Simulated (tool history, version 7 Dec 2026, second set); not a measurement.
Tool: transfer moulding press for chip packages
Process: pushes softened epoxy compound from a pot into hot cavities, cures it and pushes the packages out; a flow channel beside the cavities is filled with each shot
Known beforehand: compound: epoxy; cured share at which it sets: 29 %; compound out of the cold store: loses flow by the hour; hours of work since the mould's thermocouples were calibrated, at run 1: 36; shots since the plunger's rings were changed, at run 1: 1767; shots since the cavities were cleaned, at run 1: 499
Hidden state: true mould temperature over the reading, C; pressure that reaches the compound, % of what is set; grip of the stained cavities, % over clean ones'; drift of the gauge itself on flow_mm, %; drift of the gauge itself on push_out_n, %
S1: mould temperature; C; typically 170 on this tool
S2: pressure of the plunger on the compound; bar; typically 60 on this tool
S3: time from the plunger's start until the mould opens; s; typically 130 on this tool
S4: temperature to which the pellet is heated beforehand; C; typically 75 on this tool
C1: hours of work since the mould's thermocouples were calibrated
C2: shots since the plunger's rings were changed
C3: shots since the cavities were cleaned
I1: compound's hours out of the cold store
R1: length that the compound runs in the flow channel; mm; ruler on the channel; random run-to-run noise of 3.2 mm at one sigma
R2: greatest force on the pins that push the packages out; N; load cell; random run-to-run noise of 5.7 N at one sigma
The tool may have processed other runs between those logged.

| run | hour | S1 | S2 | S3 | S4 | C1 | C2 | C3 | I1 | R1 | R2 |
|---|---|---|---|---|---|---|---|---|---|---|---|
| 1 | 0 | 170 | 60 | 130 | 75 | 36 | 1767 | 499 | 32.3 | 861 | 196 |
|  | 58.1 | cavities cleaned with cleaning compound and waxed |
| 2 | 71.8 | 170 | 60 | 130 | 77 | 69 | 2223 | 89 | 44.5 | 795 | 190 |
| 3 | 127 | 170 | 60 | 130 | 75 | 95 | 2581 | 447 | 16 | 961 | 206 |
| 4 | 181.3 | 170 | 60 | 130 | 75 | 120 | 2933 | 799 | 36.7 | 836 | 198 |
|  | 193.5 | cavities cleaned with cleaning compound and waxed |
| 5 | 232 | 170 | 60 | 130 | 75 | 143 | 3252 | 250 | 46.3 | 783 | 197 |
| 6 | 298.8 | 170 | 60 | 130 | 75 | 175 | 3685 | 683 | 20.5 | 944 | 208 |
|  | 326.2 | cavities cleaned with cleaning compound and waxed |
| 7 | 329.2 | 170 | 60 | 130 | 75 | 188 | 3873 | 19 | 34.9 | 849 | 190 |
| 8 | 393 | 170 | 60 | 130 | 75 | 218 | 4287 | 433 | 40.4 | 816 | 205 |
| 9 | 422.4 | 170 | 60 | 130 | 75 | 232 | 4477 | 623 | 41.8 | 808 | 187 |
|  | 458.7 | cavities cleaned with cleaning compound and waxed |
| 10 | 464.8 | 170 | 60 | 130 | 75 | 251 | 4743 | 40 | 20.1 | 944 | 215 |
| 11 | 505.4 | 170 | 60 | 130 | 75 | 270 | 5006 | 303 | 19.3 | 953 | 195 |
| 12 | 571.8 | 170 | 64.9 | 130 | 75 | 301 | 5436 | 733 | 35.4 | 881 | 204 |
|  | 593.4 | cavities cleaned with cleaning compound and waxed |
| 13 | 619.7 | 170 | 64.9 | 130 | 75 | 323 | 5737 | 170 | 44.3 | 828 | 196 |
| 14 | 662.6 | 163 | 64.9 | 130 | 75 | 343 | 6016 | 449 | 15.3 | 1053 | 342 |
| 15 | 692.5 | 171 | 72.5 | 155 | 80 | 357 | 6209 | 642 | 8.6 | 1117 | 163 |
|  | 726 | cavities cleaned with cleaning compound and waxed |
|  | 739.9 | plunger's sealing rings changed |
| 16 | 767 | 171 | 72.5 | 155 | 80 | 390 | 176 | 250 | 9.6 | 1109 | 166 |
| 17 | 834.7 | 168 | 60 | 130 | 75 | 422 | 615 | 689 | 30.6 | 878 | 223 |
|  | 862.4 | cavities cleaned with cleaning compound and waxed |
| 18 | 893.4 | 171 | 60 | 130 | 85 | 448 | 986 | 201 | 37.6 | 828 | 182 |
| 19 | 952.6 | 169 | 59.7 | 156 | 72 | 476 | 1370 | 585 | 18.2 | 957 | 173 |
|  | 997.2 | cavities cleaned with cleaning compound and waxed |
| 20 | 1005.9 | 170 | 47.1 | 133 | 68 | 500 | 1705 | 56 | 35.5 | 753 | 185 |
|  | 1031.8 | mould's thermocouples calibrated |
| 21 | 1050.7 | 171 | 69.4 | 130 | 80 | 9 | 1983 | 334 | 30.8 | 935 | 180 |
| 22 | 1104.3 | 170 | 67.3 | 130 | 75 | 34 | 2331 | 682 | 24.3 | 975 | 205 |
|  | 1134.6 | cavities cleaned with cleaning compound and waxed |
| 23 | 1154.6 | 170 | 58.2 | 130 | 74 | 57 | 2647 | 129 | 36 | 830 | 202 |
| 24 | 1225.5 | 170 | 58.2 | 130 | 74 | 90 | 3107 | 589 | 8.3 | 1010 | 201 |
| 25 | 1255.7 | 167 | 52 | 131 | 81 | 104 | 3303 | 785 | 41.4 | 763 | 229 |
|  | 1270.4 | cavities cleaned with cleaning compound and waxed |
| 26 | 1317 | 167 | 46.1 | 132 | 81 | 132 | 3691 | 303 | 11.3 | 889 | 249 |
| 27 | 1352.2 | 167 | 46.1 | 132 | 81 | 149 | 3919 | 531 | 29.2 | 785 | 232 |
|  | 1402.3 | cavities cleaned with cleaning compound and waxed |
| 28 | 1409.6 | 167 | 61.1 | 132 | 81 | 175 | 4282 | 48 | 18.6 | 976 | 235 |

Across each entry between runs, compare the hidden state at the last listed run before it with the hidden state at the first listed run after it:
Between runs 1 and 2: cavities cleaned with cleaning compound and waxed (hour 58.1)
  grip of the stained cavities, % over clean ones': 0.5 -> 0.1
Between runs 4 and 5: cavities cleaned with cleaning compound and waxed (hour 193.5)
  grip of the stained cavities, % over clean ones': 0.7 -> 0.4
Between runs 6 and 7: cavities cleaned with cleaning compound and waxed (hour 326.2)
  grip of the stained cavities, % over clean ones': 0.7 -> 0
Between runs 9 and 10: cavities cleaned with cleaning compound and waxed (hour 458.7)
  grip of the stained cavities, % over clean ones': 0.6 -> 0.1
Between runs 12 and 13: cavities cleaned with cleaning compound and waxed (hour 593.4)
  pressure that reaches the compound, % of what is set: 99.9 -> 99.89; grip of the stained cavities, % over clean ones': 0.7 -> 0.3
Between runs 15 and 16: cavities cleaned with cleaning compound and waxed (hour 726); plunger's sealing rings changed (hour 739.9)
  true mould temperature over the reading, C: 0 -> -0.01; pressure that reaches the compound, % of what is set: 99.88 -> 100; grip of the stained cavities, % over clean ones': 0.6 -> 0.3
Between runs 17 and 18: cavities cleaned with cleaning compound and waxed (hour 862.4)
  pressure that reaches the compound, % of what is set: 99.99 -> 99.98; grip of the stained cavities, % over clean ones': 0.7 -> 0.3
Between runs 19 and 20: cavities cleaned with cleaning compound and waxed (hour 997.2)
  pressure that reaches the compound, % of what is set: 99.98 -> 99.97; grip of the stained cavities, % over clean ones': 0.6 -> 0.1
Between runs 20 and 21: mould's thermocouples calibrated (hour 1031.8)
  true mould temperature over the reading, C: -0.01 -> 0; pressure that reaches the compound, % of what is set: 99.97 -> 99.96; grip of the stained cavities, % over clean ones': 0.1 -> 0.4
Between runs 22 and 23: cavities cleaned with cleaning compound and waxed (hour 1134.6)
  pressure that reaches the compound, % of what is set: 99.96 -> 99.95; grip of the stained cavities, % over clean ones': 0.7 -> 0.2
Between runs 25 and 26: cavities cleaned with cleaning compound and waxed (hour 1270.4)
  grip of the stained cavities, % over clean ones': 0.7 -> 0.4
Between runs 27 and 28: cavities cleaned with cleaning compound and waxed (hour 1402.3)
  grip of the stained cavities, % over clean ones': 0.6 -> 0.1

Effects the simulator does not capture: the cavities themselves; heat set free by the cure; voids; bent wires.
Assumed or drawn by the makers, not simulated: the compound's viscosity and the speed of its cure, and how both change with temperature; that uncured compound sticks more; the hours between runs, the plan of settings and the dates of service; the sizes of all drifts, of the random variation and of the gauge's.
